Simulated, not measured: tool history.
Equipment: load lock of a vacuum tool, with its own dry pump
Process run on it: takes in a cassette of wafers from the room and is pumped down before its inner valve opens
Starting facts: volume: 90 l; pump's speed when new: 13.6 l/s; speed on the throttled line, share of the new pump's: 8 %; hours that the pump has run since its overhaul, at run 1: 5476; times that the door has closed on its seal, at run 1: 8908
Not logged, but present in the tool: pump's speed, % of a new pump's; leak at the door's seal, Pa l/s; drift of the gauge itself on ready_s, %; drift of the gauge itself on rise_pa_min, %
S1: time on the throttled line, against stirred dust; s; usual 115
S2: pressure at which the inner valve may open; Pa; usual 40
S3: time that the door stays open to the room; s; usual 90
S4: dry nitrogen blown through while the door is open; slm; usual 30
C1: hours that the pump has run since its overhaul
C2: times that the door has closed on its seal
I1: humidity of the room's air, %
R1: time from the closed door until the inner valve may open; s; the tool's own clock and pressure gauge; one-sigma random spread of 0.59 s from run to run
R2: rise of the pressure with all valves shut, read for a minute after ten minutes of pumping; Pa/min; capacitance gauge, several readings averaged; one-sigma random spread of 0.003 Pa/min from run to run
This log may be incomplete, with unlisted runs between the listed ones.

Run 1, day 0: usual settings; C1 5476; C2 8908; I1 43.9. Result: R1 160.1 s, R2 0.041 Pa/min.
Run 2, day 17.879: usual settings; C1 5906; C2 9529; I1 45.2. Result: R1 160 s, R2 0.036 Pa/min.
Run 3, day 33.908: usual settings; C1 6290; C2 10086; I1 47.5. Result: R1 160.7 s, R2 0.049 Pa/min.
Run 4, day 48.396: usual settings; C1 6638; C2 10590; I1 45.1. Result: R1 159.9 s, R2 0.038 Pa/min.
Run 5, day 65.092: usual settings; C1 7039; C2 11170; I1 45.5. Result: R1 160.9 s, R2 0.054 Pa/min.
Run 6, day 75.146: usual settings; C1 7280; C2 11519; I1 40.1. Result: R1 160.8 s, R2 0.048 Pa/min.
Run 7, day 83.654: usual settings; C1 7484; C2 11815; I1 46.5. Result: R1 161.8 s, R2 0.054 Pa/min.
Run 8, day 97.029: usual settings but S2 44 Pa; C1 7805; C2 12280; I1 45.7. Result: R1 159.2 s, R2 0.056 Pa/min.
Run 9, day 107.4: usual settings but S1 198 s; C1 8054; C2 12640; I1 46.9. Result: R1 237.3 s, R2 0.06 Pa/min.
Run 10, day 123.358: usual settings but S1 198 s; C1 8437; C2 13195; I1 45.5. Result: R1 237.3 s, R2 0.062 Pa/min.
Run 11, day 141.562: usual settings but S1 198 s; C1 8874; C2 13828; I1 44.5. Result: R1 238.8 s, R2 0.065 Pa/min.
Run 12, day 154.329: usual settings but S1 198 s, S4 11 slm; C1 9180; C2 14271; I1 48. Result: R1 237.8 s, R2 0.075 Pa/min.
Run 13, day 169.033: usual settings but S1 198 s, S2 39 Pa, S4 11 slm; C1 9533; C2 14782; I1 43. Result: R1 238.9 s, R2 0.074 Pa/min.
Run 14, day 185.167: usual settings but S1 198 s, S2 39 Pa, S4 11 slm; C1 9920; C2 15343; I1 48.6. Result: R1 238 s, R2 0.089 Pa/min.
Run 15, day 197.4: usual settings but S2 54 Pa; C1 10214; C2 15768; I1 45.5. Result: R1 160 s, R2 0.076 Pa/min.
Run 16, day 211.158: usual settings; C1 10544; C2 16246; I1 47.6. Result: R1 162.9 s, R2 0.082 Pa/min.
Run 17, day 230.338: usual settings but S2 28 Pa; C1 11004; C2 16913; I1 43.4. Result: R1 166.7 s, R2 0.082 Pa/min.
Run 18, day 246.492: usual settings but S2 28 Pa, S3 29 s; C1 11392; C2 17474; I1 43.4. Result: R1 165.7 s, R2 0.085 Pa/min.
Run 19, day 255.254: usual settings but S2 28 Pa, S3 39 s; C1 11602; C2 17779; I1 41.7. Result: R1 166.6 s, R2 0.08 Pa/min.
Run 20, day 272.142: usual settings but S2 28 Pa, S3 33 s, S4 8 slm; C1 12008; C2 18365; I1 42.6. Result: R1 167.5 s, R2 0.1 Pa/min.
Run 21, day 283.438: usual settings but S1 88 s, S3 130 s; C1 12279; C2 18758; I1 49.1. Result: R1 139.6 s, R2 0.098 Pa/min.
Run 22, day 295.992: usual settings but S1 160 s, S3 46 s, S4 19 slm; C1 12580; C2 19194; I1 45.9. Result: R1 206 s, R2 0.097 Pa/min.
Run 23, day 312.542: usual settings but S1 160 s, S3 46 s, S4 6 slm; C1 12977; C2 19769; I1 40.6. Result: R1 205.6 s, R2 0.102 Pa/min.
Run 24, day 333.208: usual settings but S1 160 s, S3 154 s, S4 5 slm; C1 13473; C2 20488; I1 45.6. Result: R1 207.1 s, R2 0.128 Pa/min.
Run 25, day 341.862: usual settings but S1 160 s, S2 64 Pa, S3 233 s, S4 5 slm; C1 13681; C2 20788; I1 44.6. Result: R1 203.5 s, R2 0.138 Pa/min.
Run 26, day 356.042: usual settings but S1 160 s, S2 64 Pa, S3 233 s, S4 5 slm; C1 14021; C2 21281; I1 44.4. Result: R1 201.4 s, R2 0.139 Pa/min.
Run 27, day 374.404: usual settings but S1 160 s, S2 64 Pa, S3 233 s, S4 5 slm; C1 14462; C2 21919; I1 42.5. Result: R1 203.1 s, R2 0.141 Pa/min.
Run 28, day 393.267: usual settings but S1 92 s, S2 28 Pa; C1 14915; C2 22575; I1 44.9. Result: R1 148.3 s, R2 0.118 Pa/min.
Run 29, day 405.279: usual settings but S1 202 s, S2 72 Pa, S3 79 s; C1 15203; C2 22992; I1 47.1. Result: R1 239.2 s, R2 0.121 Pa/min.
At day 415.942: dry pump taken out, an overhauled one fitted.
Run 30, day 419.575: usual settings but S1 202 s, S2 72 Pa, S3 79 s; C1 87; C2 23480; I1 44.2. Result: R1 232.3 s, R2 0.127 Pa/min.
Run 31, day 429.038: usual settings but S1 202 s, S2 72 Pa, S3 79 s; C1 314; C2 23809; I1 44.3. Result: R1 233.7 s, R2 0.131 Pa/min.
Run 32, day 440.492: usual settings but S1 73 s, S2 72 Pa, S3 79 s; C1 589; C2 24207; I1 48.3. Result: R1 114.7 s, R2 0.136 Pa/min.
Run 33, day 460.808: usual settings but S1 73 s, S2 72 Pa, S3 79 s; C1 1077; C2 24913; I1 47.6. Result: R1 114.9 s, R2 0.138 Pa/min.
Run 34, day 479.546: usual settings but S1 136 s, S2 74 Pa, S3 25 s, S4 5 slm; C1 1527; C2 25564; I1 45.9. Result: R1 173.7 s, R2 0.145 Pa/min.
Run 35, day 499.192: usual settings but S1 136 s, S2 74 Pa, S3 25 s, S4 5 slm; C1 1998; C2 26247; I1 44.7. Result: R1 173.5 s, R2 0.153 Pa/min.
Run 36, day 512.933: usual settings but S1 136 s, S2 74 Pa, S3 25 s, S4 5 slm; C1 2328; C2 26725; I1 43.8. Result: R1 173.4 s, R2 0.16 Pa/min.
Run 37, day 525.196: usual settings but S1 136 s, S2 74 Pa, S3 79 s, S4 6 slm; C1 2622; C2 27151; I1 43.4. Result: R1 173.9 s, R2 0.17 Pa/min.

Below, each run's measurement less what the same run would have read without the hidden state. Both values contain the same run-to-run variation, but the gauge's scatter may not be the same in both:
run    R1      R2
  1  +2.8  +0.022
  2    +3  +0.024
  3  +3.2  +0.027
  4  +3.4   +0.03
  5  +3.7  +0.033
  6  +3.7  +0.035
  7  +3.9  +0.036
  8    +4  +0.038
  9  +3.5   +0.04
 10  +3.7  +0.044
 11  +3.9  +0.046
 12  +4.1  +0.048
 13  +4.3  +0.052
 14  +4.5  +0.055
 15  +5.2  +0.058
 16  +5.7  +0.062
 17  +6.4  +0.065
 18  +6.6  +0.069
 19  +6.7  +0.071
 20    +7  +0.074
 21  +7.2  +0.077
 22  +6.5  +0.082
 23  +6.7  +0.083
 24  +7.1  +0.089
 25  +6.4  +0.091
 26  +6.6  +0.093
 27  +6.9  +0.099
 28  +9.4  +0.103
 29  +6.4  +0.104
 30  -0.2  +0.111
 31  -0.1  +0.113
 32  -0.1   +0.12
 33  +0.2  +0.122
 34  +0.4   +0.13
 35  +0.6  +0.134
 36  +0.7  +0.141
 37  +0.8  +0.139

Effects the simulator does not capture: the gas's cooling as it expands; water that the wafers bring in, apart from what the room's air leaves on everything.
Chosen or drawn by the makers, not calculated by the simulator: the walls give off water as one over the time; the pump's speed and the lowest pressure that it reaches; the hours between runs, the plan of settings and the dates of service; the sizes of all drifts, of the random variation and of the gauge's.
